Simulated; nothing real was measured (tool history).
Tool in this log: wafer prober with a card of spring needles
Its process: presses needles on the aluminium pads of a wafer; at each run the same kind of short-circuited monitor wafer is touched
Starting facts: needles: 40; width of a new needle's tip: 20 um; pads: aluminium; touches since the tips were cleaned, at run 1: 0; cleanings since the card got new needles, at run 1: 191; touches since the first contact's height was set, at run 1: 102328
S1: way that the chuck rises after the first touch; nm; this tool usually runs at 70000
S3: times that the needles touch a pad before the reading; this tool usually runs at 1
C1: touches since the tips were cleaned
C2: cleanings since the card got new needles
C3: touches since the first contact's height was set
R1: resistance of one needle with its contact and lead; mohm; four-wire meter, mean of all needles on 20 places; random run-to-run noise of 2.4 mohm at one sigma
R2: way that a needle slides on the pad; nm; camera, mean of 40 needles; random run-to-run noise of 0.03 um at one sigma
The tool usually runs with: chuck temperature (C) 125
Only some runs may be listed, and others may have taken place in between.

{"run": 1, "hour": 0.0, "S1": 70000, "chuck temperature (C)": 125, "S3": 1, "C1": 0, "C2": 191, "C3": 102328, "R1": 282, "R2": 10120}
{"hour": 13.8, "done": "tips cleaned on abrasive film"}
{"hour": 27.6, "done": "tips cleaned on abrasive film"}
{"hour": 44.8, "done": "tips cleaned on abrasive film"}
{"run": 2, "hour": 45.4, "S1": 51000, "chuck temperature (C)": 125, "S3": 1, "C1": 309, "C2": 194, "C3": 126500, "R1": 305, "R2": 7350}
{"hour": 59.2, "done": "tips cleaned on abrasive film"}
{"hour": 73.0, "done": "tips cleaned on abrasive film"}
{"hour": 90.2, "done": "tips cleaned on abrasive film"}
{"hour": 107.4, "done": "tips cleaned on abrasive film"}
{"hour": 124.6, "done": "tips cleaned on abrasive film"}
{"run": 3, "hour": 127.1, "S1": 77000, "chuck temperature (C)": 125, "S3": 1, "C1": 1357, "C2": 199, "C3": 170070, "R1": 289, "R2": 11120}
{"hour": 140.9, "done": "tips cleaned on abrasive film"}
{"hour": 158.2, "done": "tips cleaned on abrasive film"}
{"hour": 175.4, "done": "tips cleaned on abrasive film"}
{"hour": 175.7, "done": "height of the first contact set anew"}
{"hour": 190.9, "done": "tips cleaned on abrasive film"}
{"run": 4, "hour": 190.9, "S1": 70000, "chuck temperature (C)": 125, "S3": 1, "C1": 0, "C2": 203, "C3": 8116, "R1": 282, "R2": 10310}
{"hour": 204.7, "done": "tips cleaned on abrasive film"}
{"hour": 221.9, "done": "tips cleaned on abrasive film"}
{"hour": 239.1, "done": "tips cleaned on abrasive film"}
{"hour": 252.9, "done": "tips cleaned on abrasive film"}
{"run": 5, "hour": 265.8, "S1": 70000, "chuck temperature (C)": 72, "S3": 1, "C1": 6897, "C2": 207, "C3": 48054, "R1": 316, "R2": 10270}
{"hour": 269.3, "done": "tips cleaned on abrasive film"}
{"hour": 286.5, "done": "tips cleaned on abrasive film"}
{"hour": 303.8, "done": "tips cleaned on abrasive film"}
{"hour": 321.0, "done": "tips cleaned on abrasive film"}
{"hour": 338.2, "done": "tips cleaned on abrasive film"}
{"hour": 355.4, "done": "tips cleaned on abrasive film"}
{"run": 6, "hour": 367.0, "S1": 70000, "chuck temperature (C)": 72, "S3": 1, "C1": 6211, "C2": 213, "C3": 101990, "R1": 311, "R2": 10220}
{"hour": 370.5, "done": "tips cleaned on abrasive film"}
{"hour": 387.7, "done": "tips cleaned on abrasive film"}
{"hour": 401.5, "done": "tips cleaned on abrasive film"}
{"hour": 418.8, "done": "tips cleaned on abrasive film"}
{"hour": 436.0, "done": "tips cleaned on abrasive film"}
{"hour": 453.2, "done": "tips cleaned on abrasive film"}
{"run": 7, "hour": 455.0, "S1": 70000, "chuck temperature (C)": 46, "S3": 1, "C1": 948, "C2": 219, "C3": 148827, "R1": 269, "R2": 10120}
{"hour": 468.8, "done": "tips cleaned on abrasive film"}
{"hour": 486.0, "done": "tips cleaned on abrasive film"}
{"hour": 503.2, "done": "tips cleaned on abrasive film"}
{"hour": 520.4, "done": "tips cleaned on abrasive film"}
{"hour": 537.6, "done": "tips cleaned on abrasive film"}
{"hour": 543.3, "done": "height of the first contact set anew"}
{"run": 8, "hour": 543.3, "S1": 70000, "chuck temperature (C)": 46, "S3": 1, "C1": 2875, "C2": 224, "C3": 0, "R1": 289, "R2": 10280}
{"hour": 553.7, "done": "tips cleaned on abrasive film"}
{"hour": 567.5, "done": "tips cleaned on abrasive film"}
{"hour": 584.7, "done": "tips cleaned on abrasive film"}
{"hour": 601.9, "done": "tips cleaned on abrasive film"}
{"hour": 615.7, "done": "tips cleaned on abrasive film"}
{"hour": 632.9, "done": "tips cleaned on abrasive film"}
{"run": 9, "hour": 638.4, "S1": 70000, "chuck temperature (C)": 46, "S3": 1, "C1": 2921, "C2": 230, "C3": 50646, "R1": 293, "R2": 10210}
{"hour": 648.7, "done": "tips cleaned on abrasive film"}
{"hour": 665.9, "done": "tips cleaned on abrasive film"}
{"hour": 679.7, "done": "tips cleaned on abrasive film"}
{"hour": 697.0, "done": "tips cleaned on abrasive film"}
{"hour": 709.0, "done": "card fitted with new needles"}
{"hour": 726.2, "done": "tips cleaned on abrasive film"}
{"run": 10, "hour": 735.5, "S1": 70000, "chuck temperature (C)": 125, "S3": 1, "C1": 4999, "C2": 1, "C3": 14176, "R1": 302, "R2": 10300}
{"hour": 742.4, "done": "tips cleaned on abrasive film"}
{"hour": 756.2, "done": "tips cleaned on abrasive film"}
{"hour": 773.4, "done": "tips cleaned on abrasive film"}
{"hour": 790.7, "done": "tips cleaned on abrasive film"}
{"run": 11, "hour": 799.7, "S1": 53000, "chuck temperature (C)": 125, "S3": 1, "C1": 4853, "C2": 5, "C3": 48397, "R1": 319, "R2": 7720}
{"hour": 806.7, "done": "tips cleaned on abrasive film"}
{"hour": 823.9, "done": "tips cleaned on abrasive film"}
{"hour": 837.7, "done": "tips cleaned on abrasive film"}
{"hour": 854.9, "done": "tips cleaned on abrasive film"}
{"hour": 872.1, "done": "tips cleaned on abrasive film"}
{"hour": 885.9, "done": "tips cleaned on abrasive film"}
{"run": 12, "hour": 885.9, "S1": 53000, "chuck temperature (C)": 125, "S3": 1, "C1": 21, "C2": 11, "C3": 94307, "R1": 289, "R2": 7630}
{"hour": 899.8, "done": "tips cleaned on abrasive film"}
{"hour": 913.6, "done": "tips cleaned on abrasive film"}
{"hour": 930.8, "done": "tips cleaned on abrasive film"}
{"hour": 948.0, "done": "tips cleaned on abrasive film"}
{"run": 13, "hour": 957.1, "S1": 53000, "chuck temperature (C)": 125, "S3": 1, "C1": 4872, "C2": 15, "C3": 132240, "R1": 324, "R2": 7630}
{"hour": 964.0, "done": "tips cleaned on abrasive film"}
{"hour": 981.3, "done": "tips cleaned on abrasive film"}
{"hour": 995.1, "done": "tips cleaned on abrasive film"}
{"hour": 1012.3, "done": "tips cleaned on abrasive film"}
{"run": 14, "hour": 1013.3, "S1": 76000, "chuck temperature (C)": 125, "S3": 1, "C1": 574, "C2": 19, "C3": 162184, "R1": 282, "R2": 10930}
{"hour": 1027.1, "done": "tips cleaned on abrasive film"}
{"hour": 1044.4, "done": "tips cleaned on abrasive film"}
{"hour": 1061.6, "done": "tips cleaned on abrasive film"}
{"hour": 1075.6, "done": "height of the first contact set anew"}
{"hour": 1077.7, "done": "tips cleaned on abrasive film"}
{"run": 15, "hour": 1077.7, "S1": 76000, "chuck temperature (C)": 125, "S3": 1, "C1": 0, "C2": 23, "C3": 1083, "R1": 276, "R2": 11150}
{"hour": 1094.9, "done": "tips cleaned on abrasive film"}
{"hour": 1112.1, "done": "tips cleaned on abrasive film"}
{"run": 16, "hour": 1121.2, "S1": 67000, "chuck temperature (C)": 125, "S3": 1, "C1": 4861, "C2": 25, "C3": 24300, "R1": 306, "R2": 9840}
{"hour": 1128.1, "done": "tips cleaned on abrasive film"}
{"hour": 1145.4, "done": "tips cleaned on abrasive film"}
{"hour": 1159.2, "done": "tips cleaned on abrasive film"}
{"hour": 1176.4, "done": "tips cleaned on abrasive film"}
{"hour": 1193.6, "done": "tips cleaned on abrasive film"}
{"hour": 1210.8, "done": "tips cleaned on abrasive film"}
{"run": 17, "hour": 1222.7, "S1": 59000, "chuck temperature (C)": 31, "S3": 1, "C1": 6371, "C2": 31, "C3": 78395, "R1": 299, "R2": 8560}
{"hour": 1226.2, "done": "tips cleaned on abrasive film"}
{"hour": 1240.0, "done": "tips cleaned on abrasive film"}
{"hour": 1257.2, "done": "tips cleaned on abrasive film"}
{"hour": 1274.4, "done": "tips cleaned on abrasive film"}
{"hour": 1291.7, "done": "tips cleaned on abrasive film"}
{"hour": 1308.9, "done": "tips cleaned on abrasive film"}
{"run": 18, "hour": 1321.0, "S1": 69000, "chuck temperature (C)": 50, "S3": 1, "C1": 6515, "C2": 37, "C3": 130798, "R1": 297, "R2": 10010}
{"hour": 1324.6, "done": "tips cleaned on abrasive film"}
{"hour": 1338.4, "done": "tips cleaned on abrasive film"}
{"hour": 1355.6, "done": "tips cleaned on abrasive film"}
{"hour": 1372.8, "done": "tips cleaned on abrasive film"}
{"run": 19, "hour": 1378.1, "S1": 69000, "chuck temperature (C)": 50, "S3": 1, "C1": 2863, "C2": 41, "C3": 161194, "R1": 283, "R2": 9960}
{"hour": 1388.5, "done": "tips cleaned on abrasive film"}
{"hour": 1405.7, "done": "tips cleaned on abrasive film"}
{"hour": 1422.9, "done": "tips cleaned on abrasive film"}
{"hour": 1436.7, "done": "tips cleaned on abrasive film"}
{"run": 20, "hour": 1437.9, "S1": 69000, "chuck temperature (C)": 50, "S3": 1, "C1": 620, "C2": 45, "C3": 193020, "R1": 261, "R2": 9910}
{"hour": 1441.6, "done": "height of the first contact set anew"}
{"hour": 1452.0, "done": "tips cleaned on abrasive film"}
{"hour": 1465.8, "done": "tips cleaned on abrasive film"}
{"hour": 1483.0, "done": "tips cleaned on abrasive film"}
{"hour": 1496.8, "done": "tips cleaned on abrasive film"}
{"hour": 1514.0, "done": "tips cleaned on abrasive film"}
{"run": 21, "hour": 1516.2, "S1": 70000, "chuck temperature (C)": 59, "S3": 1, "C1": 1188, "C2": 50, "C3": 39734, "R1": 274, "R2": 10220}
{"hour": 1530.0, "done": "tips cleaned on abrasive film"}
{"hour": 1543.8, "done": "tips cleaned on abrasive film"}
{"hour": 1561.0, "done": "tips cleaned on abrasive film"}
{"hour": 1574.8, "done": "tips cleaned on abrasive film"}
{"hour": 1592.0, "done": "tips cleaned on abrasive film"}
{"hour": 1608.0, "done": "tips cleaned on abrasive film"}
{"run": 22, "hour": 1608.0, "S1": 79000, "chuck temperature (C)": 31, "S3": 3, "C1": 0, "C2": 56, "C3": 88616, "R1": 248, "R2": 11550}
{"hour": 1621.8, "done": "tips cleaned on abrasive film"}
{"hour": 1635.6, "done": "tips cleaned on abrasive film"}
{"hour": 1652.8, "done": "tips cleaned on abrasive film"}
{"hour": 1666.6, "done": "tips cleaned on abrasive film"}
{"hour": 1683.8, "done": "tips cleaned on abrasive film"}
{"hour": 1697.6, "done": "tips cleaned on abrasive film"}
{"run": 23, "hour": 1708.8, "S1": 57000, "chuck temperature (C)": 125, "S3": 1, "C1": 5977, "C2": 62, "C3": 142319, "R1": 328, "R2": 8190}

Below are 5 alternative next runs, each starting from the tool's condition after run 23. Predict each:
{"hour": 1712.3, "done": "tips cleaned on abrasive film"}
{"hour": 1726.1, "done": "tips cleaned on abrasive film"}
{"hour": 1743.3, "done": "tips cleaned on abrasive film"}
{"hour": 1760.5, "done": "tips cleaned on abrasive film"}
{"hour": 1776.9, "done": "tips cleaned on abrasive film"}
{"run": "A", "hour": 1776.9, "S1": 82000, "chuck temperature (C)": 44, "S3": 1, "C1": 0, "C2": 67, "C3": 178595, "R1": "?", "R2": "?"}
{"hour": 1712.3, "done": "tips cleaned on abrasive film"}
{"hour": 1726.1, "done": "tips cleaned on abrasive film"}
{"hour": 1743.3, "done": "tips cleaned on abrasive film"}
{"hour": 1760.5, "done": "tips cleaned on abrasive film"}
{"hour": 1776.9, "done": "tips cleaned on abrasive film"}
{"run": "B", "hour": 1776.9, "S1": 70000, "chuck temperature (C)": 115, "S3": 2, "C1": 0, "C2": 67, "C3": 178595, "R1": "?", "R2": "?"}
{"hour": 1712.3, "done": "tips cleaned on abrasive film"}
{"hour": 1726.1, "done": "tips cleaned on abrasive film"}
{"hour": 1743.3, "done": "tips cleaned on abrasive film"}
{"hour": 1760.5, "done": "tips cleaned on abrasive film"}
{"hour": 1776.9, "done": "tips cleaned on abrasive film"}
{"run": "C", "hour": 1776.9, "S1": 70000, "chuck temperature (C)": 37, "S3": 3, "C1": 0, "C2": 67, "C3": 178595, "R1": "?", "R2": "?"}
{"hour": 1712.3, "done": "tips cleaned on abrasive film"}
{"hour": 1726.1, "done": "tips cleaned on abrasive film"}
{"hour": 1743.3, "done": "tips cleaned on abrasive film"}
{"hour": 1760.5, "done": "tips cleaned on abrasive film"}
{"hour": 1776.9, "done": "tips cleaned on abrasive film"}
{"run": "D", "hour": 1776.9, "S1": 70000, "chuck temperature (C)": 48, "S3": 1, "C1": 0, "C2": 67, "C3": 178595, "R1": "?", "R2": "?"}
{"hour": 1712.3, "done": "tips cleaned on abrasive film"}
{"hour": 1726.1, "done": "tips cleaned on abrasive film"}
{"hour": 1743.3, "done": "tips cleaned on abrasive film"}
{"hour": 1760.5, "done": "tips cleaned on abrasive film"}
{"hour": 1776.9, "done": "tips cleaned on abrasive film"}
{"run": "E", "hour": 1776.9, "S1": 70000, "chuck temperature (C)": 75, "S3": 2, "C1": 0, "C2": 67, "C3": 178595, "R1": "?", "R2": "?"}

run=A R1=255 R2=11840
run=B R1=276 R2=10030
run=C R1=252 R2=10060
run=D R1=258 R2=10070
run=E R1=267 R2=10020
Without the tool's unlogged condition, the same runs would have read:
run=A R1=250 R2=12110
run=B R1=272 R2=10290
run=C R1=249 R2=10320
run=D R1=251 R2=10330
run=E R1=263 R2=10290
